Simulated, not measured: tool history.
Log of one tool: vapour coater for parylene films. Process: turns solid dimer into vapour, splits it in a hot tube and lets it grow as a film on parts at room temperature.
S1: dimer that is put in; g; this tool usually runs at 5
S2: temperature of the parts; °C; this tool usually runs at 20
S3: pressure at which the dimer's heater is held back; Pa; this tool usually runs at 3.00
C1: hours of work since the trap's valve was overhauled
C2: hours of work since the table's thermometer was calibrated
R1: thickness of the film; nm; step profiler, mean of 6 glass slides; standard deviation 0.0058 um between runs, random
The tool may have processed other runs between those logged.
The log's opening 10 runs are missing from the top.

run   hour  S1  S2    S3   C1   C2    R1
 11  254.0   5  20  3.00  213  213  1094
 12  286.3   5  20  3.00  227  227  1096
 13  316.3   5  20  3.00  239  239  1096
 14  336.0   5  20  3.00  247  247  1078
 15  357.7   5  20  3.00  256  256  1090
 16  386.7   5  20  3.00  268  268  1095
 17  420.3   5  17  3.00  282  282  1227
 18  449.3   5  17  3.00  295  295  1215
 19  480.3   5  17  3.00  307  307  1222
 20  499.3   5  20  3.00  315  315  1084
 21  531.8   5  20  3.00  329  329  1078
 22  559.4   5  20  3.00  340  340  1066
 23  581.4   2  23  3.00  350  350   378
 24  616.2   5  15  5.23  364  364  1209
 25  631.6   5  15  5.23  370  370  1207
 26  664.1   5  15  5.23  384  384  1213
 27  689.5   3  28  5.23  395  395   433

Predict the results of run 28:
 28  713.4   3  28  5.23  405  405   ?

Run 28 yielded R1 435 nm.
With the hidden condition absent and the run-to-run variation left alone, this run would have shown R1 453 nm.
